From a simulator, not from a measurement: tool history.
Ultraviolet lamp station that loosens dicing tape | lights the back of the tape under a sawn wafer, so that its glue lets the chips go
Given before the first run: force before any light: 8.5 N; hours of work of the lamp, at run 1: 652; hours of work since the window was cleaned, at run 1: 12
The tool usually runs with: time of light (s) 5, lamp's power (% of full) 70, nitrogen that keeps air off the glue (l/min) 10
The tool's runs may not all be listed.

run	hour	time of light (s)	lamp's power (% of full)	nitrogen that keeps air off the glue (l/min)	hours of work of the lamp	hours of work since the window was cleaned	force that peels the tape off (N)	light that reached the tape (mJ/cm2)
1	0.0	5	70	10	652	12	0.928	248
2	43.6	5	70	10	682	42	0.997	243
3	97.7	4	70	10	719	79	1.446	188
4	174.0	4	70	10	771	131	1.507	187
5	246.3	4	70	10	820	180	1.595	184
6	286.8	4	70	10	848	208	1.609	182
7	354.9	4	70	10	894	254	1.690	172
8	398.1	4	70	10	924	284	1.750	172
9	438.7	4	70	9	952	311	1.835	173
# hour 445.6: window cleaned of glue's vapour
10	479.3	7	70	9	979	23	0.695	289
11	527.9	6	70	10	1012	56	0.956	240
12	605.9	5	70	10	1065	109	1.422	199
13	674.1	5	84	10	1112	156	1.049	228
14	734.6	2	71	5	1153	197	4.952	75
15	797.4	2	71	5	1196	240	4.873	75
# hour 837.0: window cleaned of glue's vapour, once more
16	842.6	2	93	6	1226	4	3.385	115
17	917.8	9	70	10	1278	55	0.321	371
# hour 959.5: lamp changed
18	980.0	6	94	16	14	97	0.141	455
19	1015.0	2	88	10	38	121	2.459	142
20	1073.3	2	88	10	78	161	2.378	139
21	1116.3	2	88	10	107	190	2.419	132
22	1179.1	2	88	7	150	233	2.789	133
23	1258.1	4	75	3	204	287	2.079	217
24	1299.8	6	94	4	232	315	0.532	407

Run 25 is up next; what results do you expect?
25	1347.6	6	84	11	265	348	?	?

force that peels the tape off (N): 0.335
light that reached the tape (mJ/cm2): 360
Had the tool carried no hidden state, the very same run would have given force that peels the tape off (N) 0.222, light that reached the tape (mJ/cm2) 418.
